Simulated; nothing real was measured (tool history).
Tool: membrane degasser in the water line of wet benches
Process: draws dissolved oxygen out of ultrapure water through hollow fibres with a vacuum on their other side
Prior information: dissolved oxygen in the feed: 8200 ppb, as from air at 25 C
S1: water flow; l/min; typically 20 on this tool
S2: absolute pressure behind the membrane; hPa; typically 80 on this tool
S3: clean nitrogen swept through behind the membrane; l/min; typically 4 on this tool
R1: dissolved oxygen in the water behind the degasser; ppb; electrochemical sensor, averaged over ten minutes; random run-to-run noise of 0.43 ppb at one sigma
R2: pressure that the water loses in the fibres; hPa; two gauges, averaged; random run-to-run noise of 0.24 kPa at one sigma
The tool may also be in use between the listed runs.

run 1 hour=0 | S1=20 S2=80 S3=4 | R1=62.8 R2=628.3
run 2 hour=127.8 | S1=20 S2=80 S3=4 | R1=63.7 R2=623
run 3 hour=218.5 | S1=20 S2=80 S3=4 | R1=63.7 R2=628.2
run 4 hour=295.9 | S1=20 S2=80 S3=4 | R1=63.1 R2=630.4
run 5 hour=484.9 | S1=20 S2=80 S3=4 | R1=63.6 R2=629
run 6 hour=656.1 | S1=20 S2=80 S3=4 | R1=63.8 R2=626.5
run 7 hour=845 | S1=20 S2=80 S3=5.33 | R1=49.5 R2=628
run 8 hour=935.7 | S1=20 S2=80 S3=8.23 | R1=34.3 R2=633.5
run 9 hour=1126.2 | S1=20 S2=53.1 S3=4 | R1=31.9 R2=629.9
run 10 hour=1244.5 | S1=20 S2=53.1 S3=4 | R1=32.3 R2=631.6
run 11 hour=1435.4 | S1=20 S2=53.1 S3=4 | R1=32.3 R2=628.8
run 12 hour=1515.3 | S1=20 S2=53.1 S3=4 | R1=31.6 R2=635.7
run 13 hour=1649.2 | S1=20 S2=53.1 S3=4 | R1=32.3 R2=635.2
run 14 hour=1788.9 | S1=20 S2=53.1 S3=4 | R1=31.9 R2=633
run 15 hour=1876.8 | S1=20 S2=80 S3=4 | R1=64.5 R2=633.5
run 16 hour=2059.3 | S1=20 S2=80 S3=4 | R1=65.5 R2=636.9
run 17 hour=2165.4 | S1=28 S2=80 S3=4 | R1=97.5 R2=887.5
run 18 hour=2258.9 | S1=15 S2=149.6 S3=5.75 | R1=78.8 R2=473

Estimate the outcome of run 19 from the log above:
run 19 hour=2383.3 | S1=15 S2=149.6 S3=5.75 | R1=? R2=?

{"run 19": {"R1": 78.7, "R2": 476.1}}
Had the tool carried no hidden state, the very same run would have given R1 77 ppb, R2 465.9 hPa.

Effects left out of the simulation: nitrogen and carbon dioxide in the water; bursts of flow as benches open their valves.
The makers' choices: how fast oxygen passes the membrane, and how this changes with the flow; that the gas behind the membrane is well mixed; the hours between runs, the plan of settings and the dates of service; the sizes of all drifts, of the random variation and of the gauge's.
